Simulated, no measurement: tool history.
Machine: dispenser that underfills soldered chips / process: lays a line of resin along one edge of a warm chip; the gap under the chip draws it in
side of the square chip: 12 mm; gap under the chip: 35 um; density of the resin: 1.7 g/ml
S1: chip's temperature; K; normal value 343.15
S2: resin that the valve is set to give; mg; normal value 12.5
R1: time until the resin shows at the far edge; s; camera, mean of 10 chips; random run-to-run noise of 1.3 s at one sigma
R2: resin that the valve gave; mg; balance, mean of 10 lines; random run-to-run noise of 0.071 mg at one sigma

{"run": 1, "hour": 0.0, "S1": 343.15, "S2": 12.5, "R1": 203.0, "R2": 11.95}
{"hour": 6.6, "done": "new syringe of resin"}
{"run": 2, "hour": 11.2, "S1": 343.15, "S2": 12.5, "R1": 178.3, "R2": 11.89}
{"run": 3, "hour": 19.1, "S1": 343.15, "S2": 12.5, "R1": 261.4, "R2": 11.88}
{"hour": 19.9, "done": "new syringe of resin"}
{"hour": 24.7, "done": "dispensing valve cleaned and set on the balance"}
{"run": 4, "hour": 27.8, "S1": 343.15, "S2": 12.5, "R1": 191.6, "R2": 12.45}
{"run": 5, "hour": 33.7, "S1": 343.15, "S2": 12.5, "R1": 262.4, "R2": 12.46}
{"hour": 35.0, "done": "new syringe of resin"}
{"run": 6, "hour": 40.3, "S1": 343.15, "S2": 12.5, "R1": 184.0, "R2": 12.49}
{"run": 7, "hour": 45.7, "S1": 343.15, "S2": 15.4, "R1": 230.5, "R2": 15.2}
{"hour": 48.2, "done": "new syringe of resin"}
{"run": 8, "hour": 51.5, "S1": 343.15, "S2": 14.1, "R1": 161.1, "R2": 13.94}
{"run": 9, "hour": 58.3, "S1": 343.15, "S2": 12.5, "R1": 235.4, "R2": 12.34}
{"hour": 61.9, "done": "new syringe of resin"}
{"run": 10, "hour": 68.4, "S1": 329.15, "S2": 13.6, "R1": 374.4, "R2": 13.28}
{"run": 11, "hour": 74.3, "S1": 329.15, "S2": 13.6, "R1": 501.7, "R2": 13.34}
{"hour": 75.1, "done": "new syringe of resin"}
{"run": 12, "hour": 82.9, "S1": 331.15, "S2": 13.6, "R1": 372.1, "R2": 13.2}
{"hour": 88.6, "done": "new syringe of resin"}
{"run": 13, "hour": 88.6, "S1": 334.15, "S2": 11.1, "R1": 226.2, "R2": 10.81}
{"run": 14, "hour": 93.9, "S1": 335.15, "S2": 15.6, "R1": 272.2, "R2": 15.09}
{"hour": 101.8, "done": "new syringe of resin"}
{"run": 15, "hour": 104.3, "S1": 346.15, "S2": 11.3, "R1": 145.2, "R2": 10.76}
{"run": 16, "hour": 110.2, "S1": 346.15, "S2": 11.3, "R1": 194.2, "R2": 10.79}
{"hour": 115.2, "done": "new syringe of resin"}
{"hour": 116.2, "done": "dispensing valve cleaned and set on the balance"}
{"run": 17, "hour": 118.8, "S1": 346.15, "S2": 11.3, "R1": 141.5, "R2": 11.33}
{"run": 18, "hour": 128.1, "S1": 336.15, "S2": 12.9, "R1": 351.8, "R2": 12.76}

What if the next run were any one of these 3? Each begins from the tool's condition after run 18:
{"hour": 129.6, "done": "new syringe of resin"}
{"run": "A", "hour": 138.1, "S1": 336.15, "S2": 11.5, "R1": "?", "R2": "?"}
{"hour": 129.6, "done": "new syringe of resin"}
{"run": "B", "hour": 138.1, "S1": 341.15, "S2": 12.7, "R1": "?", "R2": "?"}
{"hour": 129.6, "done": "new syringe of resin"}
{"run": "C", "hour": 138.1, "S1": 338.15, "S2": 14.7, "R1": "?", "R2": "?"}

run=A R1=309.9 R2=11.42
run=B R1=237.5 R2=12.47
run=C R1=266.8 R2=14.51
Without the tool's hidden state the same runs would have given:
run=A R1=181.5 R2=11.55
run=B R1=139.8 R2=12.60
run=C R1=156.7 R2=14.67
